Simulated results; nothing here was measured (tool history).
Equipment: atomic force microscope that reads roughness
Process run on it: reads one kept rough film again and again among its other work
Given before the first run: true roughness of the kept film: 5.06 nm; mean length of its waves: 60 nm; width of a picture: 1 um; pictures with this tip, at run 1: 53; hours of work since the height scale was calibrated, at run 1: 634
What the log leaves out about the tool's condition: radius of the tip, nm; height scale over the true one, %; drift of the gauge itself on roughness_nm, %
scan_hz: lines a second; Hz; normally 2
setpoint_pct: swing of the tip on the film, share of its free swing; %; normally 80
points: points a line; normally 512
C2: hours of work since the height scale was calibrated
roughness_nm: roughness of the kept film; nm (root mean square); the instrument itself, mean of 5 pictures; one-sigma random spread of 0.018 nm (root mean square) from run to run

run 1 hour=0 | scan_hz=2 setpoint_pct=80 points=512 | pictures_with_this_tip=53 C2=634 | roughness_nm=4.058
run 2 hour=54.9 | scan_hz=2 setpoint_pct=80 points=512 | pictures_with_this_tip=91 C2=657 | roughness_nm=3.878
-- hour=66.9 new tip fitted
run 3 hour=129.6 | scan_hz=2 setpoint_pct=80 points=512 | pictures_with_this_tip=44 C2=688 | roughness_nm=4.1
run 4 hour=200.2 | scan_hz=2 setpoint_pct=80 points=560 | pictures_with_this_tip=93 C2=717 | roughness_nm=3.839
-- hour=209.8 new tip fitted
run 5 hour=232.6 | scan_hz=2 setpoint_pct=84 points=560 | pictures_with_this_tip=16 C2=730 | roughness_nm=4.268
run 6 hour=275.1 | scan_hz=2 setpoint_pct=55 points=512 | pictures_with_this_tip=46 C2=748 | roughness_nm=4.366
run 7 hour=327 | scan_hz=2 setpoint_pct=55 points=512 | pictures_with_this_tip=82 C2=770 | roughness_nm=4.077
-- hour=352.4 new tip fitted
run 8 hour=371.3 | scan_hz=2 setpoint_pct=55 points=512 | pictures_with_this_tip=13 C2=788 | roughness_nm=4.557
run 9 hour=405.3 | scan_hz=2 setpoint_pct=58 points=512 | pictures_with_this_tip=36 C2=803 | roughness_nm=4.41
run 10 hour=461.2 | scan_hz=2 setpoint_pct=58 points=512 | pictures_with_this_tip=76 C2=826 | roughness_nm=4.114
-- hour=500 new tip fitted
run 11 hour=525.1 | scan_hz=2 setpoint_pct=80 points=808 | pictures_with_this_tip=18 C2=853 | roughness_nm=4.303
run 12 hour=582.3 | scan_hz=2 setpoint_pct=56 points=512 | pictures_with_this_tip=58 C2=876 | roughness_nm=4.177
run 13 hour=620.9 | scan_hz=2 setpoint_pct=59 points=512 | pictures_with_this_tip=85 C2=893 | roughness_nm=4.046
-- hour=644.8 new tip fitted
run 14 hour=677.4 | scan_hz=2 setpoint_pct=59 points=512 | pictures_with_this_tip=23 C2=916 | roughness_nm=4.498
run 15 hour=724.4 | scan_hz=2 setpoint_pct=80 points=745 | pictures_with_this_tip=55 C2=936 | roughness_nm=4.053
-- hour=730.6 height scale calibrated on a step standard
run 16 hour=780.6 | scan_hz=2 setpoint_pct=80 points=745 | pictures_with_this_tip=94 C2=21 | roughness_nm=3.834
-- hour=791.6 new tip fitted
run 17 hour=815.9 | scan_hz=2 setpoint_pct=56 points=513 | pictures_with_this_tip=17 C2=36 | roughness_nm=4.526
run 18 hour=890.7 | scan_hz=2 setpoint_pct=56 points=513 | pictures_with_this_tip=69 C2=67 | roughness_nm=4.159
-- hour=935.7 new tip fitted
run 19 hour=960.7 | scan_hz=1.77 setpoint_pct=74 points=334 | pictures_with_this_tip=18 C2=96 | roughness_nm=4.359
run 20 hour=991.4 | scan_hz=3.32 setpoint_pct=80 points=718 | pictures_with_this_tip=39 C2=109 | roughness_nm=3.972
-- hour=1017 height scale calibrated on a step standard, once more
run 21 hour=1034.8 | scan_hz=0.59 setpoint_pct=65 points=998 | pictures_with_this_tip=69 C2=7 | roughness_nm=4.202
-- hour=1080.3 new tip fitted
run 22 hour=1105.8 | scan_hz=2 setpoint_pct=86 points=512 | pictures_with_this_tip=18 C2=37 | roughness_nm=4.231
run 23 hour=1155.1 | scan_hz=2 setpoint_pct=86 points=512 | pictures_with_this_tip=52 C2=58 | roughness_nm=3.964
run 24 hour=1205.4 | scan_hz=0.88 setpoint_pct=63 points=360 | pictures_with_this_tip=88 C2=79 | roughness_nm=4.106
-- hour=1221.9 new tip fitted
run 25 hour=1260.3 | scan_hz=3.35 setpoint_pct=63 points=448 | pictures_with_this_tip=26 C2=101 | roughness_nm=4.36
run 26 hour=1305.8 | scan_hz=3.35 setpoint_pct=63 points=696 | pictures_with_this_tip=58 C2=120 | roughness_nm=4.134
-- hour=1368.5 new tip fitted
run 27 hour=1376.7 | scan_hz=2 setpoint_pct=82 points=512 | pictures_with_this_tip=5 C2=150 | roughness_nm=4.386
run 28 hour=1417.9 | scan_hz=2.27 setpoint_pct=75 points=526 | pictures_with_this_tip=34 C2=167 | roughness_nm=4.244
run 29 hour=1453.5 | scan_hz=2.17 setpoint_pct=86 points=927 | pictures_with_this_tip=59 C2=182 | roughness_nm=3.935

Below are 5 alternative next runs, each starting from the tool's condition after run 29. Predict each:
run A hour=1488.3 | scan_hz=3.28 setpoint_pct=81 points=404 | pictures_with_this_tip=83 C2=197 | roughness_nm=?
run B hour=1488.3 | scan_hz=2.52 setpoint_pct=63 points=927 | pictures_with_this_tip=83 C2=197 | roughness_nm=?
run C hour=1488.3 | scan_hz=0.53 setpoint_pct=86 points=927 | pictures_with_this_tip=83 C2=197 | roughness_nm=?
run D hour=1488.3 | scan_hz=0.54 setpoint_pct=81 points=927 | pictures_with_this_tip=83 C2=197 | roughness_nm=?
run E hour=1488.3 | scan_hz=0.94 setpoint_pct=80 points=512 | pictures_with_this_tip=83 C2=197 | roughness_nm=?

run=A roughness_nm=3.703
run=B roughness_nm=4.015
run=C roughness_nm=4.069
run=D roughness_nm=4.066
run=E roughness_nm=3.996
Had the tool no hidden state, the same runs would have come out as:
run=A roughness_nm=4.268
run=B roughness_nm=4.627
run=C roughness_nm=4.69
run=D roughness_nm=4.686
run=E roughness_nm=4.605

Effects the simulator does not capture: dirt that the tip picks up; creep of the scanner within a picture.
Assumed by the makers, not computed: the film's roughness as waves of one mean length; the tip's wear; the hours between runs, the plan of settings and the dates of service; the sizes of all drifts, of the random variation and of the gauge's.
